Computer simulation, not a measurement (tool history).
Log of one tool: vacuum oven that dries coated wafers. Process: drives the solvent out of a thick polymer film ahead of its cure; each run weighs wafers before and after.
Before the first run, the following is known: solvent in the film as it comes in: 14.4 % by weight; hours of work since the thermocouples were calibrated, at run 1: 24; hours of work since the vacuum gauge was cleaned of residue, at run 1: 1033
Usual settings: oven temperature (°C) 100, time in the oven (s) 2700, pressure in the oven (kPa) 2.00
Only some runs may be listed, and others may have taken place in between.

| run | hour | oven temperature (°C) | time in the oven (s) | pressure in the oven (kPa) | hours of work since the thermocouples were calibrated | hours of work since the vacuum gauge was cleaned of residue | solvent left in the film (%) |
|---|---|---|---|---|---|---|---|
| 1 | 0.0 | 100 | 2700 | 2.00 | 24 | 1033 | 5.79 |
|  | 78.6 | vacuum gauge cleaned of residue and calibrated |
| 2 | 83.4 | 100 | 2700 | 2.00 | 78 | 3 | 5.42 |
| 3 | 169.3 | 100 | 2700 | 3.53 | 135 | 60 | 7.34 |
| 4 | 228.1 | 100 | 2700 | 2.00 | 173 | 98 | 5.61 |
| 5 | 343.5 | 100 | 2700 | 2.02 | 249 | 174 | 5.61 |
| 6 | 409.5 | 100 | 2100 | 2.00 | 292 | 217 | 6.50 |
| 7 | 491.8 | 100 | 2700 | 7.92 | 346 | 271 | 12.29 |
| 8 | 600.2 | 100 | 2700 | 2.71 | 417 | 342 | 6.55 |
| 9 | 679.8 | 90 | 2700 | 2.00 | 470 | 395 | 8.12 |
| 10 | 779.9 | 90 | 2700 | 2.00 | 535 | 460 | 8.16 |
| 11 | 831.8 | 107 | 2700 | 5.06 | 569 | 494 | 7.33 |
| 12 | 946.7 | 107 | 2700 | 5.06 | 645 | 570 | 7.35 |
| 13 | 1045.0 | 86 | 1860 | 1.09 | 709 | 634 | 9.00 |
| 14 | 1162.0 | 86 | 1860 | 1.09 | 786 | 711 | 9.21 |
| 15 | 1279.5 | 111 | 1380 | 1.09 | 863 | 788 | 5.32 |
| 16 | 1340.9 | 111 | 1380 | 1.09 | 903 | 828 | 5.38 |
| 17 | 1404.2 | 93 | 2700 | 2.00 | 945 | 870 | 7.87 |

Each row is a separate what-if for the run after 17, all from the same tool condition, not one after another. Results?
|  | 1454.5 | oven's thermocouples calibrated |
| A | 1470.7 | 99 | 2700 | 2.00 | 11 | 912 | ? |
|  | 1454.5 | oven's thermocouples calibrated |
| B | 1470.7 | 111 | 2700 | 2.00 | 11 | 912 | ? |
|  | 1454.5 | oven's thermocouples calibrated |
| C | 1470.7 | 93 | 3780 | 1.42 | 11 | 912 | ? |
|  | 1454.5 | oven's thermocouples calibrated |
| D | 1470.7 | 90 | 2700 | 2.00 | 11 | 912 | ? |
|  | 1454.5 | oven's thermocouples calibrated |
| E | 1470.7 | 93 | 2700 | 4.40 | 11 | 912 | ? |

| run | solvent left in the film (%) |
|---|---|
| A | 5.91 |
| B | 3.48 |
| C | 5.67 |
| D | 8.36 |
| E | 10.21 |
Had the tool no hidden state, the same runs would have come out as:
| run | solvent left in the film (%) |
|---|---|
| A | 5.56 |
| B | 3.22 |
| C | 5.23 |
| D | 7.94 |
| E | 9.82 |
